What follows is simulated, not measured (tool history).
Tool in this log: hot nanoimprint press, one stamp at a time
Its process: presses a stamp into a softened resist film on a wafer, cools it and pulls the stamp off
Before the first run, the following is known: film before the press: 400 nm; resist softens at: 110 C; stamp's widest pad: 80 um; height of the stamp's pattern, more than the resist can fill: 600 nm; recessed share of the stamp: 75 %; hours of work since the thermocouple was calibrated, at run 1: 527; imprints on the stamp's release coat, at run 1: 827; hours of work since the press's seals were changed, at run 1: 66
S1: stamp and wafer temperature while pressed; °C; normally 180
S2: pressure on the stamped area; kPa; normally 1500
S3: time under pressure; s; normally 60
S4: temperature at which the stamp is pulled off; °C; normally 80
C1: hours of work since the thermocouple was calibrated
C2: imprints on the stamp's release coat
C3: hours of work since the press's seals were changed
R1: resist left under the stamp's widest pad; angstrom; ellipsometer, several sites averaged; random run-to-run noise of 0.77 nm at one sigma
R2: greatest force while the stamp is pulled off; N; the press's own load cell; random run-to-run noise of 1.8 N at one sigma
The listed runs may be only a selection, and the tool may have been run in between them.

{"run": 1, "day": 0.0, "S1": 180, "S2": 1500, "S3": 60, "S4": 80, "C1": 527, "C2": 827, "C3": 66, "R1": 2049, "R2": 132}
{"day": 0.354, "done": "plate thermocouple calibrated"}
{"run": 2, "day": 0.467, "S1": 180, "S2": 1500, "S3": 60, "S4": 80, "C1": 1, "C2": 844, "C3": 70, "R1": 2193, "R2": 137}
{"run": 3, "day": 0.633, "S1": 180, "S2": 1500, "S3": 60, "S4": 70, "C1": 3, "C2": 853, "C3": 71, "R1": 2185, "R2": 158}
{"run": 4, "day": 0.946, "S1": 180, "S2": 1500, "S3": 60, "S4": 70, "C1": 6, "C2": 869, "C3": 75, "R1": 2179, "R2": 155}
{"run": 5, "day": 1.312, "S1": 180, "S2": 1500, "S3": 60, "S4": 70, "C1": 10, "C2": 887, "C3": 78, "R1": 2192, "R2": 154}
{"run": 6, "day": 1.662, "S1": 180, "S2": 1500, "S3": 60, "S4": 70, "C1": 13, "C2": 905, "C3": 82, "R1": 2186, "R2": 153}
{"run": 7, "day": 2.021, "S1": 180, "S2": 1500, "S3": 44, "S4": 80, "C1": 17, "C2": 923, "C3": 86, "R1": 2403, "R2": 137}
{"run": 8, "day": 2.383, "S1": 180, "S2": 1500, "S3": 44, "S4": 80, "C1": 21, "C2": 941, "C3": 89, "R1": 2398, "R2": 141}
{"run": 9, "day": 2.704, "S1": 180, "S2": 1500, "S3": 60, "S4": 80, "C1": 24, "C2": 957, "C3": 93, "R1": 2179, "R2": 140}
{"run": 10, "day": 3.083, "S1": 180, "S2": 1500, "S3": 60, "S4": 80, "C1": 28, "C2": 976, "C3": 97, "R1": 2174, "R2": 137}
{"run": 11, "day": 3.308, "S1": 180, "S2": 1500, "S3": 60, "S4": 80, "C1": 30, "C2": 988, "C3": 99, "R1": 2178, "R2": 139}
{"run": 12, "day": 3.521, "S1": 180, "S2": 1500, "S3": 60, "S4": 80, "C1": 33, "C2": 998, "C3": 101, "R1": 2182, "R2": 137}
{"run": 13, "day": 3.733, "S1": 180, "S2": 1500, "S3": 60, "S4": 80, "C1": 35, "C2": 1009, "C3": 103, "R1": 2167, "R2": 138}
{"run": 14, "day": 4.117, "S1": 180, "S2": 1500, "S3": 60, "S4": 80, "C1": 39, "C2": 1028, "C3": 107, "R1": 2178, "R2": 140}
{"run": 15, "day": 4.296, "S1": 180, "S2": 1410, "S3": 84, "S4": 80, "C1": 41, "C2": 1037, "C3": 109, "R1": 2011, "R2": 137}
{"run": 16, "day": 4.554, "S1": 180, "S2": 1500, "S3": 80, "S4": 76, "C1": 43, "C2": 1050, "C3": 112, "R1": 1991, "R2": 148}
{"run": 17, "day": 4.758, "S1": 171, "S2": 950, "S3": 107, "S4": 75, "C1": 45, "C2": 1061, "C3": 114, "R1": 3030, "R2": 147}
{"run": 18, "day": 4.921, "S1": 171, "S2": 950, "S3": 107, "S4": 75, "C1": 47, "C2": 1069, "C3": 115, "R1": 3044, "R2": 148}
{"run": 19, "day": 5.162, "S1": 180, "S2": 1500, "S3": 45, "S4": 72, "C1": 49, "C2": 1081, "C3": 118, "R1": 2349, "R2": 153}
{"run": 20, "day": 5.512, "S1": 180, "S2": 1500, "S3": 45, "S4": 72, "C1": 53, "C2": 1098, "C3": 121, "R1": 2370, "R2": 152}
{"run": 21, "day": 5.808, "S1": 184, "S2": 1500, "S3": 60, "S4": 70, "C1": 56, "C2": 1113, "C3": 125, "R1": 1886, "R2": 165}
{"run": 22, "day": 6.167, "S1": 177, "S2": 1270, "S3": 32, "S4": 78, "C1": 60, "C2": 1132, "C3": 128, "R1": 3004, "R2": 145}
{"run": 23, "day": 6.362, "S1": 180, "S2": 970, "S3": 37, "S4": 80, "C1": 62, "C2": 1141, "C3": 130, "R1": 2961, "R2": 139}
{"run": 24, "day": 6.738, "S1": 180, "S2": 970, "S3": 37, "S4": 78, "C1": 66, "C2": 1160, "C3": 134, "R1": 2977, "R2": 143}

Hidden state or all else? Some run-to-run changes of R1, split into what the settings, what came in and random variation would give without the hidden state, and what is left for the hidden state (with any gauge scatter that isn't in both results):
Hidden state at play: true temperature over the reading, C; pressure that arrives at the usual setting, %; grip of the stamp's worn release coat, % over a new coat's; drift of the gauge itself on residual_nm, %; drift of the gauge itself on pull_off_n, %.
Run 1 -> 2: plate thermocouple calibrated. R1 +144 angstrom: hidden state +145, all else -1.
Run 16 -> 17: S1 180 -> 171, S2 1500 -> 950, S3 80 -> 107, S4 76 -> 75. R1 +1039 angstrom: hidden state -5, all else +1044.
Run 21 -> 22: S1 184 -> 177, S2 1500 -> 1270, S3 60 -> 32, S4 70 -> 78. R1 +1118 angstrom: hidden state -4, all else +1122.
